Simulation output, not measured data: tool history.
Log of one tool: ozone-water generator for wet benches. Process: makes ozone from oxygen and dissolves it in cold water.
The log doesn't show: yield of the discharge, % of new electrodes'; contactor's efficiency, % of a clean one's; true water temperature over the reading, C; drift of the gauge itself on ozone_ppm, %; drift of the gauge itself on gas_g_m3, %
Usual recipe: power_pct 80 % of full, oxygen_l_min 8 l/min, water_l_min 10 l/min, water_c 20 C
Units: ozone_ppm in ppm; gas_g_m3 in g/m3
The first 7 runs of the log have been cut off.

run    hour  power_pct  oxygen_l_min  water_l_min  water_c  hours of work since the electrodes were changed  hours of work since the contactor was cleaned  hours of work since the thermometer was calibrated  ozone_ppm  gas_g_m3
  8   433.6         80             8           10       20                                             1032                                           6473                                                2519       56.3     299.5
  9   518.6         80             8           10       17                                             1114                                           6556                                                2601       61.1     299.5
 10   562.4         68             8           10       20                                             1157                                           6598                                                2644       48.8     260.4
 11   646.2         80             8           10       20                                             1238                                           6680                                                2725       56.6     300.1
 12   734.2         80             8           10       20                                             1323                                           6765                                                2810       56.8     301.3
 13   790.2         80             8            7       20                                             1378                                           6819                                                2865       64.5     301.9
 14   881.8         80             8            7       20                                             1466                                           6908                                                2954       64.2       301
 15   972.2         80             8            7       20                                             1554                                           6996                                                3041       65.2     299.7
 16  1061.9         80             8            7       20                                             1641                                           7083                                                3128       64.7     301.8
 17  1128.4         80             8            7       20                                             1705                                           7147                                                3193       64.5     300.4
 18  1210.4         65          6.78            7       16                                             1785                                           7227                                                3272       63.1     279.7
 19  1285.9         82          6.78            7       18                                             1858                                           7300                                                3346         75     341.8
 20  1357.5         82          6.78            7       18                                             1928                                           7370                                                3415       74.8       343
 21  1447.7         82          6.78            7       18                                             2015                                           7457                                                3502       74.6     342.6
 22    1507         90          7.39           13       15                                             2073                                           7515                                                3560       64.1     352.5
     1521.3  -- water thermometer calibrated
 23  1561.2         80           9.6           10       12                                             2125                                           7567                                                  39       62.9     268.4
 24    1620         80           6.3           10       28                                             2182                                           7624                                                  96       52.1     352.5
 25  1700.5         80           6.3           10       28                                             2260                                           7702                                                 174       51.7     358.6
 26  1774.5         80           6.3           10       28                                             2332                                           7774                                                 246       51.1     357.1
 27  1847.5         80             8           11       20                                             2403                                           7844                                                 316       54.3       301
 28  1897.4         80             8           11       20                                             2451                                           7893                                                 365       54.4     300.5
 29    1942         80             8           11       17                                             2494                                           7936                                                 408       57.8     305.4
 30    2002         80             8           11       17                                             2552                                           7994                                                 466       57.9     299.2
 31  2069.3         80             8           11       17                                             2618                                           8059                                                 531       58.3     301.1
 32  2110.6         80             8           11       17                                             2658                                           8100                                                 572       58.3     299.9

5 options for the next run, each taken on its own from the tool as it stands now. Forecast them:
  A  2203.9         75             8           10       20                                             2748                                           8190                                                 662          ?         ?
  B  2203.9         80             8           12       20                                             2748                                           8190                                                 662          ?         ?
  C  2203.9         80          7.35           16       20                                             2748                                           8190                                                 662          ?         ?
  D  2203.9         42             5           12       17                                             2748                                           8190                                                 662          ?         ?
  E  2203.9         80           8.9           11       14                                             2748                                           8190                                                 662          ?         ?

run  ozone_ppm  gas_g_m3
  A       53.3     280.7
  B       52.6     301.9
  C       46.3     316.8
  D       35.5     227.9
  E       59.8     281.4
Without the tool's hidden state the same runs would have given:
run  ozone_ppm  gas_g_m3
  A       53.3     280.8
  B       52.6     302.1
  C       46.3     316.9
  D       35.5     227.9
  E       59.9     281.5
